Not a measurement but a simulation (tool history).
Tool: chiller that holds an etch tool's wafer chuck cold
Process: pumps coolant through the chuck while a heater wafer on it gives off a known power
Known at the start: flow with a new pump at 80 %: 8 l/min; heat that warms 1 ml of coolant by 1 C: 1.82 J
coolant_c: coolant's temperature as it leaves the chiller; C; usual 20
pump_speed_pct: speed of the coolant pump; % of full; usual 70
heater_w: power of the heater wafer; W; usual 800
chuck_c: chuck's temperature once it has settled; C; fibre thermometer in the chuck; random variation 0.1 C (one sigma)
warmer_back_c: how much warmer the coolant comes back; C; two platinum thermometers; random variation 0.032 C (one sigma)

run   hour  coolant_c  pump_speed_pct  heater_w  chuck_c  warmer_back_c
  1    0.0         20              70       800     29.6           3.81
  2   21.5         20              70       908     30.6           4.37
  3   65.6         20              70       800     29.5           3.74
  4  104.6         20              70       800     29.3           3.73
  5  142.6         20              70       800     29.4           3.74
  6  191.9         20              70       816     29.7           3.80
  7  224.5         20              70       800     29.4           3.71
  8  254.4         20              70       800     29.5           3.66
  9  287.0         20              70       800     29.4           3.66
 10  313.9         20              70       800     29.2           3.64
 11  360.7         20              70       800     29.6           3.60
 12  391.7         20              70       800     29.2           3.60
 13  414.7         20              70       800     29.4           3.57
 14  436.9         20              67       800     29.6           3.77
 15  464.1         20              67       800     29.7           3.73
 16  501.0         20              67       800     29.7           3.71
 17  542.1         23              69       922     34.0           4.12
 18  592.5         17              95       960     26.4           2.96
 19  638.8         18              75       404     22.6           1.45

Forecast run 20:
     668.3  -- gauge calibrated
 20  691.7         21              75      1004        ?              ?

{"run 20": {"chuck_c": 32.3, "warmer_back_c": 4.4}}
Without the tool's hidden state the same run would have given chuck_c 32.3 C, warmer_back_c 4.41 C.
